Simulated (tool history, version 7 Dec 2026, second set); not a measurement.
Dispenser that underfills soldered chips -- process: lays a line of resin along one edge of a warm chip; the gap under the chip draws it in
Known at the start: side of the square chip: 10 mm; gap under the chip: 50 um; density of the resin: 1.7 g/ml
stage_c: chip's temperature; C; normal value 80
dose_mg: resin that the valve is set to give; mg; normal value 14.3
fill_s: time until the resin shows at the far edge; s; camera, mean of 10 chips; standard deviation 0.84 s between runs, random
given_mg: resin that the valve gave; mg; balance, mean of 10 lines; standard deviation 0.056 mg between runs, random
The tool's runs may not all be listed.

Run 1, hour 0: usual settings. Result: fill_s 183.9 s, given_mg 13.79 mg.
At hour 4.1: new syringe of resin.
Run 2, hour 10.1: usual settings but dose_mg 16.9 mg. Result: fill_s 118.3 s, given_mg 16.08 mg.
Run 3, hour 19.4: usual settings but dose_mg 16.9 mg. Result: fill_s 204.7 s, given_mg 16.09 mg.
At hour 22: new syringe of resin.
Run 4, hour 27: usual settings but dose_mg 16.9 mg. Result: fill_s 113.4 s, given_mg 15.99 mg.
At hour 40: new syringe of resin.
Run 5, hour 42.4: usual settings but dose_mg 14.1 mg. Result: fill_s 99.4 s, given_mg 13.27 mg.
At hour 57.1: new syringe of resin.
Run 6, hour 58.1: usual settings but dose_mg 14.1 mg. Result: fill_s 91.7 s, given_mg 13.17 mg.
Run 7, hour 67.4: usual settings but dose_mg 15.4 mg. Result: fill_s 155.8 s, given_mg 14.31 mg.
At hour 74.7: new syringe of resin.
At hour 81.3: dispensing valve cleaned and set on the balance.
Run 8, hour 82.8: usual settings but dose_mg 15.4 mg. Result: fill_s 131 s, given_mg 15.32 mg.
Run 9, hour 90.3: usual settings. Result: fill_s 201.3 s, given_mg 14.22 mg.
At hour 93: new syringe of resin.
Run 10, hour 106.2: usual settings. Result: fill_s 191.1 s, given_mg 14.07 mg.
At hour 110.2: new syringe of resin.
Run 11, hour 113.2: usual settings. Result: fill_s 102.2 s, given_mg 14.14 mg.
At hour 127.6: new syringe of resin.
Run 12, hour 127.7: usual settings. Result: fill_s 86.8 s, given_mg 13.9 mg.
Run 13, hour 137: usual settings but stage_c 72 C, dose_mg 17.7 mg. Result: fill_s 206.8 s, given_mg 17.17 mg.
At hour 145: new syringe of resin.
Run 14, hour 152.7: usual settings but stage_c 93 C, dose_mg 17.7 mg. Result: fill_s 81 s, given_mg 17.14 mg.
At hour 162: new syringe of resin.
Run 15, hour 165.2: usual settings but stage_c 93 C, dose_mg 17.7 mg. Result: fill_s 61.8 s, given_mg 16.94 mg.
Run 16, hour 172: usual settings but stage_c 84 C, dose_mg 12.8 mg. Result: fill_s 133.4 s, given_mg 12.23 mg.
At hour 179.3: new syringe of resin.
Run 17, hour 181.3: usual settings but stage_c 67 C, dose_mg 13.7 mg. Result: fill_s 173.3 s, given_mg 13.04 mg.
Run 18, hour 194.5: usual settings but stage_c 81 C, dose_mg 16.1 mg. Result: fill_s 201.9 s, given_mg 15.27 mg.
At hour 197.3: new syringe of resin.
Run 19, hour 207.8: usual settings but stage_c 69 C, dose_mg 16.1 mg. Result: fill_s 256.6 s, given_mg 15.32 mg.
At hour 214.3: new syringe of resin.
Run 20, hour 221.5: usual settings but dose_mg 14.1 mg. Result: fill_s 135.6 s, given_mg 13.27 mg.
At hour 231.4: new syringe of resin.
Run 21, hour 234.3: usual settings but dose_mg 14.1 mg. Result: fill_s 103.1 s, given_mg 13.16 mg.
Run 22, hour 243.7: usual settings but dose_mg 14.1 mg. Result: fill_s 180.8 s, given_mg 13 mg.

Below are 5 alternative next runs, each starting from the tool's condition after run 22. Predict each:
At hour 248.9: new syringe of resin.
At hour 251.8: dispensing valve cleaned and set on the balance.
Run A, hour 251.8: usual settings but stage_c 93 C, dose_mg 17.5 mg. Result: fill_s ?, given_mg ?.
At hour 248.9: new syringe of resin.
At hour 251.8: dispensing valve cleaned and set on the balance.
Run B, hour 251.8: usual settings but stage_c 90 C, dose_mg 17.1 mg. Result: fill_s ?, given_mg ?.
At hour 248.9: new syringe of resin.
At hour 251.8: dispensing valve cleaned and set on the balance.
Run C, hour 251.8: usual settings but stage_c 88 C, dose_mg 13.3 mg. Result: fill_s ?, given_mg ?.
At hour 248.9: new syringe of resin.
At hour 251.8: dispensing valve cleaned and set on the balance.
Run D, hour 251.8: usual settings but dose_mg 18 mg. Result: fill_s ?, given_mg ?.
At hour 248.9: new syringe of resin.
At hour 251.8: dispensing valve cleaned and set on the balance.
Run E, hour 251.8: usual settings but dose_mg 13.8 mg. Result: fill_s ?, given_mg ?.

run  fill_s  given_mg
  A    58.2     17.62
  B    65.1     17.21
  C    71.6     13.26
  D    96.2      17.9
  E    97.7     13.81
What these runs would have given with no unlogged condition in the tool:
run  fill_s  given_mg
  A    46.8     17.65
  B    52.2     17.23
  C    57.3     13.28
  D    76.8     17.93
  E    77.9     13.83
